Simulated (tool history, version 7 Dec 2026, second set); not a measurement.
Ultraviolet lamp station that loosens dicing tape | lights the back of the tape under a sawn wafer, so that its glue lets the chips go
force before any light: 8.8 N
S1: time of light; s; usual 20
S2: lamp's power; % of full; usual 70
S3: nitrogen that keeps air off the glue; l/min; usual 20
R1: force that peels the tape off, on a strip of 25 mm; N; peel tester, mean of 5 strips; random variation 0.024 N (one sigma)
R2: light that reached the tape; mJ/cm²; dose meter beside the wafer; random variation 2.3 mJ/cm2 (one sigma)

run	hour	S1	S2	S3	R1	R2
1	0	20	70	20	1.707	188
2	27.5	20	70	40	1.159	189
3	53.8	20	70	40	1.11	183
4	78	20	70	40	1.186	187
# hour 90.6: window cleaned of glue's vapour
5	119.3	23	70	20	1.119	239
6	165.1	20	78	20	1.196	229
7	192.6	20	78	20	1.275	225
8	219.4	20	78	20	1.241	229
9	255.9	20	78	20	1.292	224
10	283.1	20	70	20	1.57	200
11	316.1	20	70	20	1.564	198
12	363.6	13	70	20	2.85	128
13	405	13	70	20	3.013	125
14	440.6	13	70	20	2.936	120
15	485	20	70	20	1.705	187
16	518.5	20	70	20	1.724	189
17	576	20	70	20	1.876	182
18	609.6	20	84	20	1.341	217
19	645.2	20	77	20	1.599	198
20	698.7	20	70	20	1.943	182
# hour 704.5: window cleaned of glue's vapour
21	745	20	70	20	1.587	199
22	791.2	20	70	20	1.628	199
23	842.2	20	70	20	1.638	192
24	868.7	31	68	20	0.753	283
25	902.9	31	68	20	0.773	292
26	957.6	20	70	20	1.679	187
27	1001.7	14	80	7	4.047	147
28	1051.6	32	65	20	0.943	270
29	1084.4	17	60	35	2.191	131
30	1111.9	30	75	6	1.961	295
31	1164.1	34	66	6	1.981	284
32	1191.9	20	64	15	2.593	163
33	1217.3	20	64	15	2.659	161
34	1251.6	11	62	9	5.329	85
35	1300.8	11	98	9	3.84	131
# hour 1320.2: window cleaned of glue's vapour
36	1333.2	10	90	16	3.267	120
37	1390	39	66	16	0.622	353
38	1441.3	22	79	9	2.133	232
39	1472.1	22	79	9	2.141	231
40	1516.4	20	75	10	2.537	198
41	1561	15	75	13	3.136	139
42	1615.7	15	75	13	3.085	145
43	1665.5	15	75	13	3.168	140

Measured less the same run without the tool's hidden state. The same run-to-run variation is in both; the gauge's scatter may not be:
The hidden state here: lamp's light, % of a new lamp's; light that the window lets through, % of a clean one's; drift of the gauge itself on peel_n, %; drift of the gauge itself on dose_mj_cm2, %.
run	R1	R2
1	+0.562	-49
2	+0.453	-51
3	+0.438	-52
4	+0.482	-53
5	+0.25	-32
6	+0.281	-34
7	+0.314	-36
8	+0.319	-38
9	+0.347	-40
10	+0.408	-37
11	+0.426	-39
12	+0.585	-27
13	+0.651	-29
14	+0.658	-30
15	+0.556	-49
16	+0.581	-51
17	+0.664	-54
18	+0.543	-66
19	+0.637	-63
20	+0.758	-60
21	+0.42	-38
22	+0.454	-40
23	+0.487	-43
24	+0.286	-66
25	+0.301	-70
26	+0.558	-50
27	+0.825	-42
28	+0.414	-81
29	+0.743	-41
30	+0.718	-93
31	+0.751	-97
32	+0.887	-56
33	+0.927	-58
34	+0.948	-31
35	+1.049	-52
36	+0.667	-29
37	+0.262	-90
38	+0.666	-64
39	+0.689	-66
40	+0.777	-58
41	+0.874	-46
42	+0.891	-48
43	+0.947	-50

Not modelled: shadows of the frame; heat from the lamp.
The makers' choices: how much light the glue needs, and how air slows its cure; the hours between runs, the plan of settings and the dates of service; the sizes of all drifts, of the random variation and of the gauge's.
